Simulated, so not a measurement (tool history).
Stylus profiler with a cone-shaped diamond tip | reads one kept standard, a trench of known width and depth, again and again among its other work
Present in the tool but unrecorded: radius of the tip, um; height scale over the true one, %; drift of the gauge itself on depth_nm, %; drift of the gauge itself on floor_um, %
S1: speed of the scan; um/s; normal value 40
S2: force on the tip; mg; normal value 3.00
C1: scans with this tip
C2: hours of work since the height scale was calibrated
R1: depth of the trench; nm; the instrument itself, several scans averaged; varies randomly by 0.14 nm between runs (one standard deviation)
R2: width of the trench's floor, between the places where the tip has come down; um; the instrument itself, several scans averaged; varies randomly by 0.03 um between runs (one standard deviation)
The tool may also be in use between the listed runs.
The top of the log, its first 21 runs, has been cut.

Run 22, day 9.525: usual settings but S2 3.80 mg; C1 7120; C2 653. Result: R1 509.36 nm, R2 26.92 um.
Run 23, day 9.975: usual settings but S1 33 um/s, S2 1.47 mg; C1 7210; C2 661. Result: R1 504.70 nm, R2 26.89 um.
Run 24, day 10.275: usual settings but S1 33 um/s, S2 1.47 mg; C1 7269; C2 666. Result: R1 504.85 nm, R2 26.85 um.
Run 25, day 10.671: usual settings but S1 89 um/s, S2 1.77 mg; C1 7349; C2 674. Result: R1 505.66 nm, R2 26.72 um.
Run 26, day 11.042: usual settings but S1 89 um/s, S2 1.77 mg; C1 7423; C2 680. Result: R1 505.62 nm, R2 26.72 um.
Run 27, day 11.750: usual settings but S1 20 um/s, S2 1.07 mg; C1 7564; C2 693. Result: R1 504.00 nm, R2 26.89 um.
Run 28, day 12.079: usual settings but S1 36 um/s, S2 1.99 mg; C1 7630; C2 699. Result: R1 505.91 nm, R2 26.88 um.
Run 29, day 12.517: usual settings but S2 1.93 mg; C1 7718; C2 707. Result: R1 505.99 nm, R2 26.88 um.
Run 30, day 13.146: usual settings but S2 1.93 mg; C1 7843; C2 719. Result: R1 506.13 nm, R2 26.84 um.
Run 31, day 13.621: usual settings but S1 41 um/s, S2 1.89 mg; C1 7938; C2 728. Result: R1 505.74 nm, R2 26.81 um.
Run 32, day 14.192: usual settings but S1 74 um/s, S2 7.49 mg; C1 8052; C2 738. Result: R1 514.67 nm, R2 26.88 um.
Run 33, day 14.692: usual settings but S1 74 um/s, S2 7.49 mg; C1 8152; C2 747. Result: R1 514.57 nm, R2 26.86 um.
Run 34, day 15.042: usual settings but S2 1.14 mg; C1 8222; C2 754. Result: R1 503.98 nm, R2 26.83 um.
Run 35, day 15.496: usual settings but S2 1.14 mg; C1 8312; C2 762. Result: R1 504.28 nm, R2 26.85 um.
Run 36, day 16.146: usual settings but S2 1.14 mg; C1 8443; C2 774. Result: R1 504.19 nm, R2 26.80 um.
Run 37, day 16.646: usual settings but S1 75 um/s, S2 1.78 mg; C1 8542; C2 783. Result: R1 505.51 nm, R2 26.69 um.
Run 38, day 16.946: usual settings but S1 95 um/s, S2 3.84 mg; C1 8602; C2 789. Result: R1 509.21 nm, R2 26.72 um.
Run 39, day 17.271: usual settings but S2 2.11 mg; C1 8667; C2 794. Result: R1 506.16 nm, R2 26.81 um.
Run 40, day 17.762: usual settings but S1 109 um/s, S2 1.06 mg; C1 8765; C2 803. Result: R1 504.00 nm, R2 26.48 um.
Run 41, day 18.288: usual settings but S1 113 um/s, S2 1.14 mg; C1 8871; C2 813. Result: R1 503.99 nm, R2 26.51 um.
Run 42, day 18.638: usual settings but S1 106 um/s, S2 4.88 mg; C1 8940; C2 819. Result: R1 511.04 nm, R2 26.76 um.
Run 43, day 19.350: usual settings but S1 44 um/s; C1 9082; C2 833. Result: R1 508.24 nm, R2 26.89 um.

3 ways to go on from here, each from the tool as it stands after run 43. What would each give?
Run A, day 20.012: usual settings but S1 13 um/s, S2 1.08 mg; C1 9215; C2 845. Result: R1 ?, R2 ?.
Run B, day 20.012: usual settings but S1 89 um/s, S2 5.08 mg; C1 9215; C2 845. Result: R1 ?, R2 ?.
Run C, day 20.012: usual settings but S1 44 um/s, S2 4.02 mg; C1 9215; C2 845. Result: R1 ?, R2 ?.

run      R1     R2
  A  503.99  26.97
  B  511.60  26.81
  C  510.16  26.86
With the hidden condition removed and each run's random variation left untouched, the same runs would have given:
run      R1     R2
  A  504.00  26.98
  B  511.61  26.82
  C  510.18  26.88
